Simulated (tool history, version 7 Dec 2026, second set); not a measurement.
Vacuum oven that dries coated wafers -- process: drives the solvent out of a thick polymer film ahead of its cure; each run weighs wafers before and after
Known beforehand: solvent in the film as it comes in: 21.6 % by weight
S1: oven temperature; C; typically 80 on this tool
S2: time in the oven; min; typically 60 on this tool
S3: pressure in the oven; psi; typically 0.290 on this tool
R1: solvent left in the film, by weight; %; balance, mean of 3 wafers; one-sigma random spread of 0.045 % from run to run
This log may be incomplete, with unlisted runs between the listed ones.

run   hour  S1  S2     S3    R1
  1    0.0  80  60  0.290  1.43
  2    7.1  80  60  0.290  1.56
  3   22.5  73  60  0.290  3.68
  4   32.0  73  60  0.290  3.58
  5   41.5  80  60  0.290  1.48
  6   52.0  80  60  0.350  1.63
  7   60.3  80  60  0.290  1.43
  8   67.6  80  60  0.290  1.52
  9   82.6  80  60  0.290  1.50
 10   90.9  80  60  0.290  1.47
 11  105.3  82  60  0.290  1.10
 12  114.2  82  60  0.290  1.09
 13  127.8  82  60  0.290  1.14
 14  139.8  80  80  0.290  0.85
 15  149.1  86  70  0.223  0.41
 16  157.2  73  60  0.290  3.55
 17  168.2  73  60  0.290  3.61
 18  175.2  67  60  0.184  5.79
 19  186.5  94  60  0.561  0.47
 20  201.6  94  60  0.561  0.44
 21  212.5  84  92  0.290  0.47
 22  226.4  80  60  0.155  1.24
 23  237.0  80  60  0.155  1.24
 24  244.9  80  60  0.155  1.18
 25  257.6  72  68  0.529  3.65
 26  273.2  78  35  0.647  5.00
 27  283.4  78  35  0.647  4.98

Forecast each of these 5 alternatives for the next run:
  A  290.8  74  60  0.290   ?
  B  290.8  78  83  0.379   ?
  C  290.8  87  60  0.290   ?
  D  290.8  79  95  0.290   ?
  E  290.8  88  60  0.580   ?

run    R1
  A  3.14
  B  1.14
  C  0.57
  D  0.67
  E  0.85
What these runs would have given with no unlogged condition in the tool:
run    R1
  A  3.49
  B  1.27
  C  0.63
  D  0.74
  E  0.91
